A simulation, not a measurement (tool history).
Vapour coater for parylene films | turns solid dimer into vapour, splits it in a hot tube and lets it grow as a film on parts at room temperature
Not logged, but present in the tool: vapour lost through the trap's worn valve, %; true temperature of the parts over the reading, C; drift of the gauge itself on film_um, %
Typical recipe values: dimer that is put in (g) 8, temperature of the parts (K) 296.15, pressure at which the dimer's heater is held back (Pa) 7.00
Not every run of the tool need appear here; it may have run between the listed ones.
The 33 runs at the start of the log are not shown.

run	hour	dimer that is put in (g)	temperature of the parts (K)	pressure at which the dimer's heater is held back (Pa)	hours of work since the trap's valve was overhauled	hours of work since the table's thermometer was calibrated	thickness of the film (µm)
34	766.0	12	296.15	2.62	227	744	6.69
35	789.6	3	298.15	2.43	239	757	1.53
36	802.5	14	296.15	7.00	246	763	6.86
37	819.7	9	296.15	5.86	255	773	4.49
38	840.2	8	301.15	2.48	266	783	3.67
39	866.0	8	301.15	2.48	280	797	3.63
# hour 881.8: trap's valve overhauled
40	887.3	8	301.15	2.48	3	806	4.01
41	913.4	8	301.15	2.48	17	820	4.05
42	930.8	11	293.15	7.00	26	829	6.59
43	959.1	11	293.15	7.00	41	844	6.54
44	982.2	8	293.15	6.26	53	856	4.84
45	1006.4	8	296.15	2.63	66	869	4.75
46	1028.8	8	296.15	11.01	78	881	3.99
47	1043.1	8	290.15	10.08	85	888	4.98

Forecast each of these 3 alternatives for the next run:
A	1072.7	4	289.15	7.63	101	904	?
B	1072.7	11	301.15	2.58	101	904	?
C	1072.7	4	296.15	7.00	101	904	?

run	thickness of the film (µm)
A	2.62
B	5.37
C	2.10
Take away the tool's hidden state, keep each run's random variation, and the runs would have read:
run	thickness of the film (µm)
A	2.81
B	5.76
C	2.25

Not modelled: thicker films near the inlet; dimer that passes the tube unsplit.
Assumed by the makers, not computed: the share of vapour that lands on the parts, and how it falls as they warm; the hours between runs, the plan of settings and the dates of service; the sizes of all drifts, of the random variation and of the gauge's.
